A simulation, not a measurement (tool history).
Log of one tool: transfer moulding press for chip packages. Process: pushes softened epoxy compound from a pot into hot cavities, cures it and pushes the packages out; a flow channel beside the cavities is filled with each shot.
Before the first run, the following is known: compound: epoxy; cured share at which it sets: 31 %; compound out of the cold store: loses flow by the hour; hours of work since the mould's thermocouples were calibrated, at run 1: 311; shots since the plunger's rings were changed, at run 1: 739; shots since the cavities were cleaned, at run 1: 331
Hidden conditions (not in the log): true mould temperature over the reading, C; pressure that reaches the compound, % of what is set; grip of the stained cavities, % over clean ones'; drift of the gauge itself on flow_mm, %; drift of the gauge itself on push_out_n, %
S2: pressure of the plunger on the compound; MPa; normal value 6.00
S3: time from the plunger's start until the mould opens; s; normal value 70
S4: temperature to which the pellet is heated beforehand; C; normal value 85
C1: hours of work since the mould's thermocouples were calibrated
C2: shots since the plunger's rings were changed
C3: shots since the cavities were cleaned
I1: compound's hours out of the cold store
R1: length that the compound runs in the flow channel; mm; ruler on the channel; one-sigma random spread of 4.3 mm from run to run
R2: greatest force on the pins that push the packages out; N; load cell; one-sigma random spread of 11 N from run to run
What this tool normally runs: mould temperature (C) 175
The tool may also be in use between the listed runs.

run 1 hour=0.0 | mould_temperature_(C)=175 S2=6.00 S3=70 S4=85 | C1=311 C2=739 C3=331 | I1=39.7 | R1=707 R2=595
-- hour=50.3 cavities cleaned with cleaning compound and waxed
run 2 hour=101.6 | mould_temperature_(C)=175 S2=6.00 S3=70 S4=85 | C1=357 C2=1825 C3=557 | I1=14.1 | R1=762 R2=738
-- hour=135.3 cavities cleaned with cleaning compound and waxed
run 3 hour=161.3 | mould_temperature_(C)=175 S2=6.00 S3=52 S4=85 | C1=384 C2=2457 C3=282 | I1=22.1 | R1=725 R2=1127
-- hour=216.0 cavities cleaned with cleaning compound and waxed
run 4 hour=248.8 | mould_temperature_(C)=175 S2=6.00 S3=52 S4=85 | C1=424 C2=3391 C3=356 | I1=44.6 | R1=663 R2=1036
-- hour=293.4 cavities cleaned with cleaning compound and waxed
-- hour=316.8 mould's thermocouples calibrated
run 5 hour=329.1 | mould_temperature_(C)=175 S2=6.00 S3=99 S4=85 | C1=6 C2=4224 C3=365 | I1=28.9 | R1=696 R2=480
-- hour=366.4 plunger's sealing rings changed
-- hour=382.8 cavities cleaned with cleaning compound and waxed
run 6 hour=427.6 | mould_temperature_(C)=175 S2=6.00 S3=74 S4=85 | C1=50 C2=648 C3=486 | I1=24.4 | R1=731 R2=587
-- hour=460.7 cavities cleaned with cleaning compound and waxed
run 7 hour=515.1 | mould_temperature_(C)=175 S2=6.00 S3=74 S4=85 | C1=89 C2=1581 C3=590 | I1=18.2 | R1=754 R2=594
-- hour=539.4 cavities cleaned with cleaning compound and waxed
-- hour=558.1 cavities cleaned with cleaning compound and waxed, once more
run 8 hour=609.0 | mould_temperature_(C)=175 S2=6.00 S3=74 S4=85 | C1=132 C2=2567 C3=551 | I1=42.7 | R1=665 R2=572
-- hour=635.7 cavities cleaned with cleaning compound and waxed
run 9 hour=669.9 | mould_temperature_(C)=175 S2=6.00 S3=55 S4=85 | C1=159 C2=3213 C3=371 | I1=31.9 | R1=689 R2=923
-- hour=713.2 cavities cleaned with cleaning compound and waxed
run 10 hour=722.1 | mould_temperature_(C)=175 S2=6.00 S3=55 S4=85 | C1=183 C2=3763 C3=97 | I1=30.6 | R1=684 R2=858
-- hour=799.7 plunger's sealing rings changed
-- hour=801.2 cavities cleaned with cleaning compound and waxed
run 11 hour=823.4 | mould_temperature_(C)=175 S2=6.00 S3=55 S4=85 | C1=228 C2=241 C3=241 | I1=24.6 | R1=748 R2=861
-- hour=881.3 cavities cleaned with cleaning compound and waxed
run 12 hour=918.3 | mould_temperature_(C)=175 S2=6.00 S3=55 S4=85 | C1=271 C2=1254 C3=400 | I1=9.3 | R1=774 R2=992
-- hour=960.8 cavities cleaned with cleaning compound and waxed
run 13 hour=998.7 | mould_temperature_(C)=175 S2=6.00 S3=55 S4=85 | C1=308 C2=2112 C3=412 | I1=21.3 | R1=734 R2=985
-- hour=1038.0 cavities cleaned with cleaning compound and waxed
run 14 hour=1061.8 | mould_temperature_(C)=175 S2=6.00 S3=80 S4=85 | C1=336 C2=2779 C3=258 | I1=22.8 | R1=726 R2=504
-- hour=1116.9 cavities cleaned with cleaning compound and waxed
run 15 hour=1140.5 | mould_temperature_(C)=175 S2=6.65 S3=69 S4=85 | C1=372 C2=3618 C3=256 | I1=18.2 | R1=756 R2=542
-- hour=1194.9 cavities cleaned with cleaning compound and waxed
run 16 hour=1210.6 | mould_temperature_(C)=175 S2=6.00 S3=70 S4=89 | C1=404 C2=4362 C3=171 | I1=23.8 | R1=704 R2=517
-- hour=1231.9 plunger's sealing rings changed
-- hour=1279.2 cavities cleaned with cleaning compound and waxed
run 17 hour=1312.1 | mould_temperature_(C)=180 S2=7.32 S3=76 S4=89 | C1=449 C2=855 C3=358 | I1=25.9 | R1=789 R2=510
-- hour=1327.8 mould's thermocouples calibrated
-- hour=1358.3 cavities cleaned with cleaning compound and waxed
run 18 hour=1358.3 | mould_temperature_(C)=180 S2=7.32 S3=76 S4=89 | C1=13 C2=1317 C3=0 | I1=16.9 | R1=818 R2=428
run 19 hour=1416.3 | mould_temperature_(C)=180 S2=7.32 S3=76 S4=89 | C1=40 C2=1948 C3=631 | I1=22.9 | R1=790 R2=540
-- hour=1436.7 cavities cleaned with cleaning compound and waxed
run 20 hour=1460.4 | mould_temperature_(C)=175 S2=6.15 S3=70 S4=77 | C1=60 C2=2409 C3=257 | I1=30.0 | R1=710 R2=567
-- hour=1516.0 cavities cleaned with cleaning compound and waxed
run 21 hour=1516.0 | mould_temperature_(C)=175 S2=6.00 S3=70 S4=91 | C1=85 C2=2997 C3=0 | I1=9.0 | R1=758 R2=509
run 22 hour=1562.2 | mould_temperature_(C)=167 S2=6.99 S3=60 S4=89 | C1=107 C2=3498 C3=501 | I1=9.6 | R1=835 R2=1581

Expected results for the next run?
-- hour=1592.8 cavities cleaned with cleaning compound and waxed
run 23 hour=1647.8 | mould_temperature_(C)=175 S2=5.52 S3=86 S4=85 | C1=146 C2=4411 C3=597 | I1=19.5 | R1=? R2=?

{"run 23": {"R1": 683, "R2": 517}}
Were there no unlogged condition in the tool, this run, its random variation unchanged, would have produced R1 734 mm, R2 399 N.
